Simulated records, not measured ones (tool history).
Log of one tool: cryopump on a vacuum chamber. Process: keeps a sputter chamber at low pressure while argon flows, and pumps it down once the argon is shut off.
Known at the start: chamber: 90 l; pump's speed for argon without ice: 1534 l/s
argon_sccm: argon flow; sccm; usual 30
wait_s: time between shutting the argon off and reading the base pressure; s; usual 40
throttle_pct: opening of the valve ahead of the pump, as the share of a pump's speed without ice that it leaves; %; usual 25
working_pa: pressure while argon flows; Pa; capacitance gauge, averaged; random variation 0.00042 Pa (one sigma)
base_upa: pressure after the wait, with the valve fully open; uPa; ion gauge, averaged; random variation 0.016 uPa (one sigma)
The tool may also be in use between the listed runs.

run 1 hour=0.0 | argon_sccm=30 wait_s=40 throttle_pct=25 | working_pa=0.1348 base_upa=2.29
run 2 hour=20.5 | argon_sccm=30 wait_s=40 throttle_pct=25 | working_pa=0.1352 base_upa=2.31
run 3 hour=39.0 | argon_sccm=30 wait_s=40 throttle_pct=25 | working_pa=0.1354 base_upa=2.32
run 4 hour=55.7 | argon_sccm=30 wait_s=40 throttle_pct=25 | working_pa=0.1357 base_upa=2.30
run 5 hour=76.6 | argon_sccm=30 wait_s=149 throttle_pct=25 | working_pa=0.1348 base_upa=0.96
run 6 hour=86.2 | argon_sccm=30 wait_s=40 throttle_pct=20 | working_pa=0.1678 base_upa=2.32
run 7 hour=106.6 | argon_sccm=30 wait_s=40 throttle_pct=20 | working_pa=0.1685 base_upa=2.33
run 8 hour=116.2 | argon_sccm=30 wait_s=266 throttle_pct=25 | working_pa=0.1352 base_upa=0.71
run 9 hour=132.9 | argon_sccm=30 wait_s=266 throttle_pct=25 | working_pa=0.1354 base_upa=0.73
run 10 hour=143.5 | argon_sccm=30 wait_s=40 throttle_pct=25 | working_pa=0.1360 base_upa=2.32
run 11 hour=161.3 | argon_sccm=30 wait_s=40 throttle_pct=25 | working_pa=0.1360 base_upa=2.30
run 12 hour=183.4 | argon_sccm=30 wait_s=62 throttle_pct=25 | working_pa=0.1359 base_upa=1.64
run 13 hour=193.5 | argon_sccm=30 wait_s=40 throttle_pct=44 | working_pa=0.0790 base_upa=2.32
run 14 hour=211.9 | argon_sccm=30 wait_s=40 throttle_pct=20 | working_pa=0.1688 base_upa=2.35
run 15 hour=225.8 | argon_sccm=30 wait_s=47 throttle_pct=25 | working_pa=0.1365 base_upa=2.08
run 16 hour=241.8 | argon_sccm=30 wait_s=47 throttle_pct=25 | working_pa=0.1365 base_upa=2.06
run 17 hour=254.2 | argon_sccm=30 wait_s=47 throttle_pct=41 | working_pa=0.0841 base_upa=2.04
run 18 hour=272.6 | argon_sccm=30 wait_s=40 throttle_pct=37 | working_pa=0.0937 base_upa=2.34
run 19 hour=287.3 | argon_sccm=24 wait_s=40 throttle_pct=20 | working_pa=0.1352 base_upa=2.31
run 20 hour=305.3 | argon_sccm=22 wait_s=118 throttle_pct=32 | working_pa=0.0787 base_upa=1.09
run 21 hour=315.6 | argon_sccm=30 wait_s=40 throttle_pct=29 | working_pa=0.1185 base_upa=2.32
run 22 hour=337.2 | argon_sccm=30 wait_s=160 throttle_pct=58 | working_pa=0.0617 base_upa=0.93
run 23 hour=347.8 | argon_sccm=20 wait_s=40 throttle_pct=25 | working_pa=0.0909 base_upa=2.33
run 24 hour=365.8 | argon_sccm=12 wait_s=40 throttle_pct=31 | working_pa=0.0445 base_upa=2.37
run 25 hour=379.0 | argon_sccm=30 wait_s=30 throttle_pct=24 | working_pa=0.1423 base_upa=3.00
run 26 hour=390.9 | argon_sccm=30 wait_s=30 throttle_pct=24 | working_pa=0.1420 base_upa=3.02
run 27 hour=405.0 | argon_sccm=21 wait_s=81 throttle_pct=57 | working_pa=0.0438 base_upa=1.40
run 28 hour=418.4 | argon_sccm=21 wait_s=81 throttle_pct=57 | working_pa=0.0435 base_upa=1.39
run 29 hour=433.7 | argon_sccm=53 wait_s=291 throttle_pct=57 | working_pa=0.1108 base_upa=0.74
run 30 hour=451.1 | argon_sccm=53 wait_s=291 throttle_pct=57 | working_pa=0.1109 base_upa=0.72
run 31 hour=473.4 | argon_sccm=33 wait_s=40 throttle_pct=46 | working_pa=0.0847 base_upa=2.35
run 32 hour=487.8 | argon_sccm=39 wait_s=193 throttle_pct=26 | working_pa=0.1726 base_upa=0.86
run 33 hour=509.2 | argon_sccm=39 wait_s=193 throttle_pct=26 | working_pa=0.1721 base_upa=0.87
run 34 hour=526.8 | argon_sccm=39 wait_s=193 throttle_pct=26 | working_pa=0.1719 base_upa=0.87

4 ways to go on from here, each from the tool as it stands after run 34. What would each give?
run A hour=538.8 | argon_sccm=24 wait_s=59 throttle_pct=51 | working_pa=? base_upa=?
run B hour=538.8 | argon_sccm=13 wait_s=40 throttle_pct=18 | working_pa=? base_upa=?
run C hour=538.8 | argon_sccm=18 wait_s=29 throttle_pct=38 | working_pa=? base_upa=?
run D hour=538.8 | argon_sccm=14 wait_s=40 throttle_pct=25 | working_pa=? base_upa=?

run=A working_pa=0.0564 base_upa=1.76
run=B working_pa=0.0822 base_upa=2.34
run=C working_pa=0.0557 base_upa=3.05
run=D working_pa=0.0641 base_upa=2.36
Without the tool's hidden state the same runs would have given:
run=A working_pa=0.0521 base_upa=1.47
run=B working_pa=0.0799 base_upa=2.06
run=C working_pa=0.0525 base_upa=2.77
run=D working_pa=0.0616 base_upa=2.08

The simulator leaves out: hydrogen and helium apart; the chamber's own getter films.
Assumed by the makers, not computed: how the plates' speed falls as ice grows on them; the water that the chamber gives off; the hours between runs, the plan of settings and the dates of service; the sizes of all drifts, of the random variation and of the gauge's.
